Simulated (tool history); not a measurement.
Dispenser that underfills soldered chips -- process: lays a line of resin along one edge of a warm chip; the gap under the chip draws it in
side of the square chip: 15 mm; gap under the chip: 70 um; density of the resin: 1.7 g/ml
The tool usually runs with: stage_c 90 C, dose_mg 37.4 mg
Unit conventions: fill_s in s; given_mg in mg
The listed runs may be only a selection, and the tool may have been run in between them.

Run 1, day 0.000: usual settings. Result: fill_s 114.3 s, given_mg 36.38 mg.
Run 2, day 0.208: usual settings but dose_mg 42.1 mg. Result: fill_s 119.6 s, given_mg 42.22 mg.
Run 3, day 0.404: usual settings but dose_mg 38.8 mg. Result: fill_s 108.1 s, given_mg 38.78 mg.
Run 4, day 0.550: usual settings but dose_mg 38.8 mg. Result: fill_s 115.5 s, given_mg 38.75 mg.
Run 5, day 0.700: usual settings but dose_mg 40.6 mg. Result: fill_s 102.2 s, given_mg 40.19 mg.
Run 6, day 0.933: usual settings but dose_mg 32.2 mg. Result: fill_s 126.2 s, given_mg 32.10 mg.
Run 7, day 1.067: usual settings. Result: fill_s 125.2 s, given_mg 37.19 mg.
Run 8, day 1.321: usual settings. Result: fill_s 115.8 s, given_mg 37.07 mg.
Run 9, day 1.596: usual settings. Result: fill_s 108.3 s, given_mg 36.98 mg.
Run 10, day 1.829: usual settings. Result: fill_s 122.9 s, given_mg 37.09 mg.
Run 11, day 2.071: usual settings but dose_mg 42.0 mg. Result: fill_s 108.3 s, given_mg 41.50 mg.
Run 12, day 2.179: usual settings but dose_mg 42.0 mg. Result: fill_s 115.1 s, given_mg 41.20 mg.
Run 13, day 2.425: usual settings but dose_mg 42.0 mg. Result: fill_s 105.3 s, given_mg 41.37 mg.
Run 14, day 2.675: usual settings. Result: fill_s 121.6 s, given_mg 36.61 mg.
Run 15, day 2.804: usual settings. Result: fill_s 108.0 s, given_mg 36.79 mg.
Run 16, day 2.971: usual settings. Result: fill_s 119.6 s, given_mg 36.87 mg.
Run 17, day 3.154: usual settings but stage_c 81 C. Result: fill_s 165.3 s, given_mg 36.52 mg.
Run 18, day 3.412: usual settings but stage_c 81 C. Result: fill_s 146.9 s, given_mg 36.78 mg.
Run 19, day 3.604: usual settings but stage_c 103 C, dose_mg 33.7 mg. Result: fill_s 76.9 s, given_mg 32.96 mg.
Run 20, day 3.796: usual settings but stage_c 99 C, dose_mg 34.0 mg. Result: fill_s 93.8 s, given_mg 33.30 mg.
Run 21, day 3.962: usual settings but stage_c 103 C, dose_mg 47.5 mg. Result: fill_s 85.5 s, given_mg 46.55 mg.
Run 22, day 4.108: usual settings but stage_c 103 C, dose_mg 47.5 mg. Result: fill_s 77.8 s, given_mg 46.06 mg.
Run 23, day 4.338: usual settings but stage_c 99 C, dose_mg 39.2 mg. Result: fill_s 98.4 s, given_mg 38.07 mg.
Run 24, day 4.504: usual settings but stage_c 82 C, dose_mg 36.3 mg. Result: fill_s 136.9 s, given_mg 35.20 mg.
Run 25, day 4.729: usual settings but stage_c 100 C, dose_mg 36.4 mg. Result: fill_s 93.3 s, given_mg 35.24 mg.
Run 26, day 4.912: usual settings but stage_c 101 C, dose_mg 36.4 mg. Result: fill_s 83.8 s, given_mg 35.27 mg.
Run 27, day 5.100: usual settings but stage_c 91 C, dose_mg 42.0 mg. Result: fill_s 113.0 s, given_mg 40.59 mg.
Run 28, day 5.350: usual settings but stage_c 87 C, dose_mg 47.7 mg. Result: fill_s 111.5 s, given_mg 47.53 mg.
Run 29, day 5.500: usual settings but stage_c 87 C, dose_mg 47.7 mg. Result: fill_s 119.9 s, given_mg 47.50 mg.
Run 30, day 5.696: usual settings but stage_c 79 C, dose_mg 33.2 mg. Result: fill_s 178.9 s, given_mg 33.25 mg.
Run 31, day 5.892: usual settings but stage_c 91 C, dose_mg 35.9 mg. Result: fill_s 114.2 s, given_mg 35.76 mg.
Run 32, day 6.150: usual settings but stage_c 89 C, dose_mg 35.4 mg. Result: fill_s 111.6 s, given_mg 35.03 mg.
Run 33, day 6.350: usual settings but stage_c 86 C, dose_mg 42.8 mg. Result: fill_s 126.6 s, given_mg 42.54 mg.
Run 34, day 6.529: usual settings but stage_c 79 C, dose_mg 43.7 mg. Result: fill_s 170.2 s, given_mg 43.32 mg.
Run 35, day 6.654: usual settings but stage_c 79 C, dose_mg 43.7 mg. Result: fill_s 146.4 s, given_mg 43.57 mg.
Run 36, day 6.808: usual settings but stage_c 87 C, dose_mg 34.1 mg. Result: fill_s 135.8 s, given_mg 33.72 mg.

Removed from this log: 18 entries logged between the listed runs. Between which two listed runs does each belong, and how does the tool's hidden state at the listed run before it compare with that at the listed run after it?
Logged between run 1 and run 2: dispensing valve cleaned and set on the balance (day 0.175)
  resin's viscosity, % of fresh resin's: 109.1 -> 118.4; dose that the valve gives, % of what is set: 97.14 -> 99.81; true chip temperature over the reading, C: 0.08 -> 0.07
  measured less the result without the state, fill_s: +10.0 -> +18.4 s; given_mg: -1.07 -> -0.08 mg
Logged between run 2 and run 3: new syringe of resin (day 0.292)
  resin's viscosity, % of fresh resin's: 118.4 -> 104.4; dose that the valve gives, % of what is set: 99.81 -> 99.71; true chip temperature over the reading, C: 0.07 -> 0.05
  measured less the result without the state, fill_s: +18.4 -> +4.4 s; given_mg: -0.08 -> -0.11 mg
Logged between run 4 and run 5: new syringe of resin (day 0.700)
  resin's viscosity, % of fresh resin's: 112 -> 100.9; dose that the valve gives, % of what is set: 99.62 -> 99.54; true chip temperature over the reading, C: 0.03 -> 0.02
  measured less the result without the state, fill_s: +12.4 -> +0.9 s; given_mg: -0.15 -> -0.18 mg
Logged between run 7 and run 8: new syringe of resin (day 1.108)
  resin's viscosity, % of fresh resin's: 120.6 -> 109.7; dose that the valve gives, % of what is set: 99.31 -> 99.16; true chip temperature over the reading, C: -0.02 -> -0.04
  measured less the result without the state, fill_s: +21.5 -> +10.6 s; given_mg: -0.26 -> -0.31 mg
Logged between run 8 and run 9: new syringe of resin (day 1.512)
  resin's viscosity, % of fresh resin's: 109.7 -> 103.6; dose that the valve gives, % of what is set: 99.16 -> 99; true chip temperature over the reading, C: -0.04 -> -0.07
  measured less the result without the state, fill_s: +10.6 -> +4.2 s; given_mg: -0.31 -> -0.37 mg
Logged between run 10 and run 11: new syringe of resin (day 1.938)
  resin's viscosity, % of fresh resin's: 116.1 -> 106; dose that the valve gives, % of what is set: 98.86 -> 98.73; true chip temperature over the reading, C: -0.09 -> -0.12
  measured less the result without the state, fill_s: +17.6 -> +6.6 s; given_mg: -0.42 -> -0.54 mg
Logged between run 12 and run 13: new syringe of resin (day 2.346)
  resin's viscosity, % of fresh resin's: 111.7 -> 102.7; dose that the valve gives, % of what is set: 98.66 -> 98.52; true chip temperature over the reading, C: -0.13 -> -0.15
  measured less the result without the state, fill_s: +12.6 -> +3.4 s; given_mg: -0.55 -> -0.63 mg
Logged between run 14 and run 15: new syringe of resin (day 2.767)
  resin's viscosity, % of fresh resin's: 115.8 -> 102.6; dose that the valve gives, % of what is set: 98.36 -> 98.29; true chip temperature over the reading, C: -0.18 -> -0.19
  measured less the result without the state, fill_s: +17.5 -> +3.6 s; given_mg: -0.62 -> -0.64 mg
Logged between run 17 and run 18: new syringe of resin (day 3.188)
  resin's viscosity, % of fresh resin's: 121.8 -> 110.5; dose that the valve gives, % of what is set: 98.07 -> 97.93; true chip temperature over the reading, C: -0.22 -> -0.25
  measured less the result without the state, fill_s: +31.0 -> +15.5 s; given_mg: -0.71 -> -0.77 mg
Logged between run 18 and run 19: new syringe of resin (day 3.604)
  resin's viscosity, % of fresh resin's: 110.5 -> 99.7; dose that the valve gives, % of what is set: 97.93 -> 97.82; true chip temperature over the reading, C: -0.25 -> -0.27
  measured less the result without the state, fill_s: +15.5 -> +0.9 s; given_mg: -0.77 -> -0.73 mg
Logged between run 21 and run 22: new syringe of resin (day 4.017)
  resin's viscosity, % of fresh resin's: 118.5 -> 105.9; dose that the valve gives, % of what is set: 97.61 -> 97.53; true chip temperature over the reading, C: -0.3 -> -0.31
  measured less the result without the state, fill_s: +13.9 -> +5.0 s; given_mg: -1.14 -> -1.16 mg
Logged between run 23 and run 24: new syringe of resin (day 4.433)
  resin's viscosity, % of fresh resin's: 118.4 -> 102.9; dose that the valve gives, % of what is set: 97.38 -> 97.28; true chip temperature over the reading, C: -0.34 -> -0.35
  measured less the result without the state, fill_s: +16.5 -> +6.1 s; given_mg: -1.03 -> -0.99 mg
Logged between run 25 and run 26: new syringe of resin (day 4.850)
  resin's viscosity, % of fresh resin's: 114.6 -> 103.7; dose that the valve gives, % of what is set: 97.15 -> 97.04; true chip temperature over the reading, C: -0.37 -> -0.39
  measured less the result without the state, fill_s: +13.3 -> +4.4 s; given_mg: -1.03 -> -1.08 mg
Logged between run 27 and run 28: new syringe of resin (day 5.267); dispensing valve cleaned and set on the balance (day 5.329)
  resin's viscosity, % of fresh resin's: 113.7 -> 101.3; dose that the valve gives, % of what is set: 96.94 -> 99.66; true chip temperature over the reading, C: -0.41 -> -0.43
  measured less the result without the state, fill_s: +15.1 -> +2.8 s; given_mg: -1.29 -> -0.16 mg
Logged between run 30 and run 31: new syringe of resin (day 5.729)
  resin's viscosity, % of fresh resin's: 119.9 -> 109.3; dose that the valve gives, % of what is set: 99.46 -> 99.35; true chip temperature over the reading, C: -0.46 -> -0.48
  measured less the result without the state, fill_s: +32.0 -> +11.2 s; given_mg: -0.18 -> -0.24 mg
Logged between run 31 and run 32: new syringe of resin (day 6.146)
  resin's viscosity, % of fresh resin's: 109.3 -> 100.8; dose that the valve gives, % of what is set: 99.35 -> 99.2; true chip temperature over the reading, C: -0.48 -> -0.51
  measured less the result without the state, fill_s: +11.2 -> +2.6 s; given_mg: -0.24 -> -0.28 mg
Logged between run 34 and run 35: new syringe of resin (day 6.562)
  resin's viscosity, % of fresh resin's: 121.3 -> 104.7; dose that the valve gives, % of what is set: 98.96 -> 98.89; true chip temperature over the reading, C: -0.54 -> -0.55
  measured less the result without the state, fill_s: +32.3 -> +9.0 s; given_mg: -0.45 -> -0.49 mg

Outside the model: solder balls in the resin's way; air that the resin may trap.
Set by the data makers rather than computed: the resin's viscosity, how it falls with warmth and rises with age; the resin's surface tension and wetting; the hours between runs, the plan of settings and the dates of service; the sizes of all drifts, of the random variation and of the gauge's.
